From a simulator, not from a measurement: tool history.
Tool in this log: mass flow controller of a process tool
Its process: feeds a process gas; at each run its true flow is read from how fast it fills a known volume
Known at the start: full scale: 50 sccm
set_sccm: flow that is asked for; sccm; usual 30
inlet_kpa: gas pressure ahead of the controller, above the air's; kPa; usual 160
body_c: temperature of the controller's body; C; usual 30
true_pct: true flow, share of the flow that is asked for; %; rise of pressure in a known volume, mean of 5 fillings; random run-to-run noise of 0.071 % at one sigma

run 1 hour=0 | set_sccm=30 inlet_kpa=160 body_c=30 | true_pct=98.98
run 2 hour=121.4 | set_sccm=30 inlet_kpa=160 body_c=25 | true_pct=98.31
run 3 hour=231.8 | set_sccm=30 inlet_kpa=160 body_c=25 | true_pct=98.27
run 4 hour=337.2 | set_sccm=30 inlet_kpa=272 body_c=30 | true_pct=98.54
run 5 hour=413.1 | set_sccm=30 inlet_kpa=272 body_c=30 | true_pct=98.53
run 6 hour=512.2 | set_sccm=15 inlet_kpa=160 body_c=30 | true_pct=97.57
run 7 hour=607.6 | set_sccm=15 inlet_kpa=160 body_c=30 | true_pct=97.55
run 8 hour=726.7 | set_sccm=30 inlet_kpa=156 body_c=30 | true_pct=98.69
run 9 hour=802.5 | set_sccm=24 inlet_kpa=217 body_c=37 | true_pct=98.8
run 10 hour=907 | set_sccm=14 inlet_kpa=160 body_c=23 | true_pct=96.56
run 11 hour=981.3 | set_sccm=7 inlet_kpa=275 body_c=38 | true_pct=96.83

Predict the results of run 12:
run 12 hour=1068.9 | set_sccm=8 inlet_kpa=146 body_c=23 | true_pct=?

true_pct: 95.79 %
The same run, on a tool lacking any hidden state, would have yielded true_pct 97.46 %.
